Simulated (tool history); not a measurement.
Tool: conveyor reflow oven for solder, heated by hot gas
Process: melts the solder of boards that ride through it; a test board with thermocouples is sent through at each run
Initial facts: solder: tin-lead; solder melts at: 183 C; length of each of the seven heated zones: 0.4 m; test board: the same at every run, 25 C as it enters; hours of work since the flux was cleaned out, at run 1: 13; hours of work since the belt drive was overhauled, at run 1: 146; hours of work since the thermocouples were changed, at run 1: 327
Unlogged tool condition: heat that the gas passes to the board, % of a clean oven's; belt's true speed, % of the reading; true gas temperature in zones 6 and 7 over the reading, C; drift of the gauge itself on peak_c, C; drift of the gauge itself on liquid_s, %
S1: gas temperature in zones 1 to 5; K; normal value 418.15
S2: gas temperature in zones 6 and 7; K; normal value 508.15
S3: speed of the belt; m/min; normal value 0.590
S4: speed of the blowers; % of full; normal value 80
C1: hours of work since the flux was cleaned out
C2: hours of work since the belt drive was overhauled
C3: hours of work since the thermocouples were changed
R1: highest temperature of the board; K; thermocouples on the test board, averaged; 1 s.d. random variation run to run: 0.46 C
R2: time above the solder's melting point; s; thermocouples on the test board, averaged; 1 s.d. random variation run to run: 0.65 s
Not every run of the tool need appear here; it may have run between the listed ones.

| run | hour | S1 | S2 | S3 | S4 | C1 | C2 | C3 | R1 | R2 |
|---|---|---|---|---|---|---|---|---|---|---|
| 1 | 0.0 | 418.15 | 508.15 | 0.590 | 80 | 13 | 146 | 327 | 495.75 | 69.9 |
| 2 | 19.4 | 418.15 | 510.15 | 0.590 | 80 | 29 | 162 | 342 | 498.75 | 70.0 |
| 3 | 40.6 | 418.15 | 508.15 | 0.590 | 60 | 46 | 179 | 359 | 490.65 | 64.1 |
| 4 | 61.1 | 418.15 | 508.15 | 0.590 | 80 | 62 | 195 | 375 | 496.45 | 67.9 |
| 5 | 72.8 | 418.15 | 508.15 | 0.590 | 80 | 71 | 204 | 385 | 495.55 | 69.5 |
| 6 | 87.7 | 418.15 | 508.15 | 0.590 | 80 | 83 | 216 | 397 | 494.35 | 68.7 |
| 7 | 99.6 | 418.15 | 508.15 | 0.590 | 80 | 93 | 226 | 406 | 495.25 | 68.2 |
| 8 | 117.0 | 418.15 | 508.15 | 0.491 | 80 | 107 | 240 | 420 | 498.65 | 86.3 |
| 9 | 132.6 | 418.15 | 508.15 | 0.491 | 80 | 119 | 252 | 433 | 498.15 | 86.0 |
| 10 | 142.7 | 418.15 | 508.15 | 0.590 | 80 | 127 | 260 | 441 | 494.75 | 68.7 |
| 11 | 155.5 | 418.15 | 508.15 | 0.590 | 80 | 138 | 270 | 451 | 495.15 | 68.2 |
| 12 | 173.4 | 418.15 | 508.15 | 0.590 | 80 | 152 | 285 | 465 | 494.85 | 66.8 |
| 13 | 190.1 | 427.15 | 508.15 | 0.590 | 62 | 165 | 298 | 479 | 491.45 | 69.8 |
| 14 | 202.4 | 403.15 | 508.15 | 0.590 | 62 | 175 | 308 | 488 | 486.95 | 54.4 |
| 15 | 222.7 | 403.15 | 508.15 | 0.590 | 62 | 191 | 324 | 505 | 487.35 | 55.2 |
| 16 | 243.2 | 404.15 | 508.15 | 0.693 | 80 | 208 | 341 | 521 | 486.65 | 46.4 |
| 17 | 255.8 | 404.15 | 497.15 | 0.693 | 73 | 218 | 351 | 531 | 474.75 | 35.7 |
| 18 | 275.4 | 427.15 | 501.15 | 0.693 | 73 | 233 | 366 | 547 | 482.85 | 52.4 |
| 19 | 287.1 | 427.15 | 501.15 | 0.693 | 73 | 243 | 376 | 556 | 482.75 | 51.7 |
| 20 | 297.7 | 415.15 | 514.15 | 0.700 | 77 | 251 | 384 | 565 | 491.65 | 54.5 |
| 21 | 313.7 | 407.15 | 521.15 | 0.532 | 67 | 264 | 397 | 577 | 503.55 | 75.7 |
| 22 | 334.4 | 407.15 | 521.15 | 0.532 | 67 | 281 | 414 | 594 | 502.25 | 76.8 |
| 23 | 348.3 | 416.15 | 514.15 | 0.606 | 80 | 292 | 425 | 605 | 496.65 | 66.1 |
| 24 | 360.8 | 418.15 | 508.15 | 0.590 | 71 | 302 | 435 | 615 | 490.75 | 64.5 |

5 options for the next run, each taken on its own from the tool as it stands now. Forecast them:
| A | 370.8 | 418.15 | 515.15 | 0.495 | 71 | 310 | 443 | 623 | ? | ? |
| B | 370.8 | 418.15 | 508.15 | 0.679 | 70 | 310 | 443 | 623 | ? | ? |
| C | 370.8 | 418.15 | 508.15 | 0.590 | 61 | 310 | 443 | 623 | ? | ? |
| D | 370.8 | 418.15 | 517.15 | 0.590 | 71 | 310 | 443 | 623 | ? | ? |
| E | 370.8 | 427.15 | 503.15 | 0.590 | 80 | 310 | 443 | 623 | ? | ? |

| run | R1 | R2 |
|---|---|---|
| A | 501.45 | 86.7 |
| B | 486.15 | 51.5 |
| C | 488.65 | 61.7 |
| D | 498.35 | 70.9 |
| E | 489.55 | 67.8 |
Without the tool's unlogged condition, the same runs would have read:
| run | R1 | R2 |
|---|---|---|
| A | 505.75 | 88.4 |
| B | 491.05 | 55.2 |
| C | 493.15 | 65.0 |
| D | 503.25 | 73.2 |
| E | 493.85 | 70.4 |
